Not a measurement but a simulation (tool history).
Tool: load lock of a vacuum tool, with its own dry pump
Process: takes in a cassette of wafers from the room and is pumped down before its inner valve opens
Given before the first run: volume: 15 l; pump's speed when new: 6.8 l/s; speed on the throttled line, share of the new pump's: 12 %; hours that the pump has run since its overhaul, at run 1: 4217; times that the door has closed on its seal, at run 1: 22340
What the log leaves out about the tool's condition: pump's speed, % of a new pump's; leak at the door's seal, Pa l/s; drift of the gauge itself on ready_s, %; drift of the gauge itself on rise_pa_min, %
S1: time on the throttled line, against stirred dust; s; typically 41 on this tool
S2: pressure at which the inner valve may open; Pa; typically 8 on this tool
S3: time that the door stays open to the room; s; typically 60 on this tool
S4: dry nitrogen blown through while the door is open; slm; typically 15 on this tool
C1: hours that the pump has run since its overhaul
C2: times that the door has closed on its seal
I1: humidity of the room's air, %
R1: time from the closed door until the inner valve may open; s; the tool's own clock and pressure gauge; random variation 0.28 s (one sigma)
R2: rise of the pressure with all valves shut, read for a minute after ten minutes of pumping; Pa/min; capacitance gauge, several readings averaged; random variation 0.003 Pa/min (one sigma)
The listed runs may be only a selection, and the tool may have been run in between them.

run 1 day=0.000 | S1=41 S2=8 S3=60 S4=15 | C1=4217 C2=22340 | I1=46.2 | R1=57.9 R2=0.419
run 2 day=3.254 | S1=41 S2=8 S3=60 S4=15 | C1=4295 C2=22650 | I1=43.5 | R1=58.2 R2=0.428
run 3 day=7.542 | S1=41 S2=8 S3=60 S4=15 | C1=4398 C2=23059 | I1=44.2 | R1=58.2 R2=0.444
run 4 day=10.158 | S1=41 S2=8 S3=60 S4=15 | C1=4461 C2=23308 | I1=42.7 | R1=59.1 R2=0.440
run 5 day=13.821 | S1=41 S2=8 S3=60 S4=15 | C1=4549 C2=23657 | I1=46.2 | R1=58.5 R2=0.457
run 6 day=17.792 | S1=41 S2=8 S3=60 S4=14 | C1=4644 C2=24036 | I1=45.2 | R1=58.3 R2=0.470
-- day=20.046 door's seal changed, seat wiped
run 7 day=20.046 | S1=41 S2=8 S3=60 S4=14 | C1=4696 C2=0 | I1=46.3 | R1=58.2 R2=0.042
run 8 day=22.983 | S1=41 S2=8 S3=60 S4=15 | C1=4767 C2=280 | I1=44.6 | R1=58.3 R2=0.044
run 9 day=25.788 | S1=41 S2=8 S3=60 S4=15 | C1=4834 C2=547 | I1=46.2 | R1=58.5 R2=0.043
run 10 day=27.812 | S1=41 S2=13 S3=60 S4=15 | C1=4883 C2=740 | I1=49.0 | R1=57.0 R2=0.044
run 11 day=31.217 | S1=41 S2=8 S3=60 S4=15 | C1=4965 C2=1065 | I1=43.0 | R1=58.3 R2=0.044
run 12 day=35.588 | S1=41 S2=15 S3=60 S4=15 | C1=5070 C2=1482 | I1=45.3 | R1=57.5 R2=0.049
run 13 day=39.233 | S1=41 S2=8 S3=60 S4=15 | C1=5157 C2=1829 | I1=45.8 | R1=58.5 R2=0.043
run 14 day=42.979 | S1=41 S2=8 S3=60 S4=15 | C1=5247 C2=2186 | I1=42.4 | R1=58.3 R2=0.048
run 15 day=46.300 | S1=41 S2=8 S3=60 S4=15 | C1=5327 C2=2503 | I1=43.9 | R1=58.5 R2=0.056
run 16 day=48.508 | S1=55 S2=8 S3=60 S4=15 | C1=5380 C2=2714 | I1=44.6 | R1=70.6 R2=0.056
run 17 day=51.775 | S1=41 S2=8 S3=60 S4=15 | C1=5458 C2=3025 | I1=46.1 | R1=58.6 R2=0.062
run 18 day=54.158 | S1=41 S2=8 S3=60 S4=15 | C1=5515 C2=3252 | I1=45.5 | R1=58.7 R2=0.063
run 19 day=56.392 | S1=41 S2=8 S3=60 S4=15 | C1=5569 C2=3465 | I1=44.3 | R1=58.6 R2=0.060
run 20 day=59.604 | S1=41 S2=13 S3=40 S4=15 | C1=5646 C2=3772 | I1=46.5 | R1=57.5 R2=0.059
run 21 day=61.483 | S1=41 S2=13 S3=40 S4=15 | C1=5691 C2=3951 | I1=46.1 | R1=57.2 R2=0.059
run 22 day=65.271 | S1=41 S2=8 S3=26 S4=33 | C1=5782 C2=4312 | I1=41.8 | R1=59.0 R2=0.047
run 23 day=68.229 | S1=34 S2=7 S3=82 S4=24 | C1=5853 C2=4594 | I1=46.3 | R1=53.2 R2=0.075
run 24 day=70.912 | S1=31 S2=15 S3=60 S4=15 | C1=5917 C2=4850 | I1=44.5 | R1=48.2 R2=0.085
run 25 day=75.217 | S1=77 S2=14 S3=60 S4=43 | C1=6021 C2=5260 | I1=44.2 | R1=88.2 R2=0.073
run 26 day=77.000 | S1=23 S2=14 S3=29 S4=43 | C1=6063 C2=5430 | I1=46.3 | R1=41.4 R2=0.059
run 27 day=79.367 | S1=71 S2=15 S3=29 S4=39 | C1=6120 C2=5656 | I1=47.4 | R1=83.4 R2=0.062
run 28 day=81.371 | S1=23 S2=9 S3=55 S4=27 | C1=6168 C2=5847 | I1=42.3 | R1=42.7 R2=0.070
run 29 day=84.533 | S1=41 S2=9 S3=35 S4=4 | C1=6244 C2=6149 | I1=46.7 | R1=58.5 R2=0.092
run 30 day=87.775 | S1=20 S2=11 S3=28 S4=5 | C1=6322 C2=6457 | I1=41.4 | R1=39.8 R2=0.089
run 31 day=90.392 | S1=66 S2=14 S3=36 S4=5 | C1=6385 C2=6707 | I1=43.5 | R1=78.6 R2=0.096
run 32 day=94.438 | S1=66 S2=14 S3=36 S4=5 | C1=6482 C2=7093 | I1=43.2 | R1=79.0 R2=0.100
run 33 day=97.438 | S1=73 S2=6 S3=50 S4=5 | C1=6554 C2=7379 | I1=44.5 | R1=87.0 R2=0.112
run 34 day=99.571 | S1=73 S2=6 S3=50 S4=5 | C1=6605 C2=7582 | I1=42.8 | R1=87.2 R2=0.119
run 35 day=103.092 | S1=25 S2=8 S3=60 S4=15 | C1=6690 C2=7918 | I1=43.5 | R1=44.2 R2=0.110
run 36 day=106.450 | S1=41 S2=12 S3=219 S4=13 | C1=6770 C2=8238 | I1=47.3 | R1=57.5 R2=0.164

Each row is a separate what-if for the run after 36, all from the same tool condition, not one after another. Results?
run A day=109.683 | S1=56 S2=7 S3=219 S4=13 | C1=6848 C2=8546 | I1=43.1 | R1=? R2=?
run B day=109.683 | S1=53 S2=8 S3=56 S4=15 | C1=6848 C2=8546 | I1=44.0 | R1=? R2=?
run C day=109.683 | S1=41 S2=11 S3=197 S4=7 | C1=6848 C2=8546 | I1=43.4 | R1=? R2=?
run D day=109.683 | S1=72 S2=8 S3=60 S4=4 | C1=6848 C2=8546 | I1=44.9 | R1=? R2=?
run E day=109.683 | S1=65 S2=9 S3=40 S4=13 | C1=6848 C2=8546 | I1=47.6 | R1=? R2=?

run=A R1=72.3 R2=0.161
run=B R1=69.4 R2=0.119
run=C R1=58.4 R2=0.180
run=D R1=85.5 R2=0.134
run=E R1=79.2 R2=0.122
With the hidden condition removed and each run's random variation left untouched, the same runs would have given:
run=A R1=70.9 R2=0.077
run=B R1=68.0 R2=0.035
run=C R1=56.9 R2=0.095
run=D R1=84.3 R2=0.051
run=E R1=77.9 R2=0.037
